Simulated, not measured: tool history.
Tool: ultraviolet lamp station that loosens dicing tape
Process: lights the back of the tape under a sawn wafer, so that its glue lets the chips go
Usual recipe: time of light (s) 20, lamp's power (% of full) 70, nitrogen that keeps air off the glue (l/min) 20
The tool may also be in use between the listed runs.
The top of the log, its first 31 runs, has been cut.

| run | day | time of light (s) | lamp's power (% of full) | nitrogen that keeps air off the glue (l/min) | hours of work of the lamp | hours of work since the window was cleaned | force that peels the tape off (N) | light that reached the tape (J/m2) |
|---|---|---|---|---|---|---|---|---|
| 32 | 16.571 | 20 | 72 | 29 | 479 | 369 | 0.551 | 3160 |
| 33 | 17.042 | 16 | 88 | 9 | 486 | 376 | 1.262 | 3080 |
| 34 | 17.371 | 23 | 76 | 20 | 491 | 381 | 0.485 | 3820 |
| 35 | 17.812 | 18 | 71 | 7 | 497 | 387 | 1.702 | 2790 |
| 36 | 18.221 | 10 | 98 | 22 | 503 | 393 | 1.166 | 2130 |
| 37 | 18.512 | 20 | 81 | 20 | 507 | 397 | 0.581 | 3500 |
| 38 | 19 | 20 | 81 | 20 | 514 | 404 | 0.579 | 3450 |
| 39 | 19.646 | 13 | 72 | 34 | 523 | 413 | 1.093 | 1980 |
| 40 | 20.092 | 12 | 85 | 16 | 530 | 420 | 1.493 | 2150 |
| 41 | 20.604 | 22 | 85 | 9 | 537 | 427 | 0.852 | 3880 |
| 42 | 21.183 | 20 | 70 | 34 | 545 | 435 | 0.585 | 2870 |
| 43 | 21.517 | 15 | 92 | 17 | 550 | 440 | 0.938 | 2800 |

Below are 5 alternative next runs, each starting from the tool's condition after run 43. Predict each:
| A | 21.971 | 11 | 70 | 20 | 556 | 446 | ? | ? |
| B | 21.971 | 15 | 92 | 16 | 556 | 446 | ? | ? |
| C | 21.971 | 24 | 85 | 15 | 556 | 446 | ? | ? |
| D | 21.971 | 20 | 70 | 13 | 556 | 446 | ? | ? |
| E | 21.971 | 28 | 92 | 17 | 556 | 446 | ? | ? |

| run | force that peels the tape off (N) | light that reached the tape (J/m2) |
|---|---|---|
| A | 1.833 | 1580 |
| B | 0.973 | 2810 |
| C | 0.532 | 4180 |
| D | 1.101 | 2870 |
| E | 0.292 | 5270 |
Without the tool's unlogged condition, the same runs would have read:
| run | force that peels the tape off (N) | light that reached the tape (J/m2) |
|---|---|---|
| A | 0.962 | 2550 |
| B | 0.404 | 4540 |
| C | 0.23 | 6750 |
| D | 0.467 | 4650 |
| E | 0.165 | 8510 |
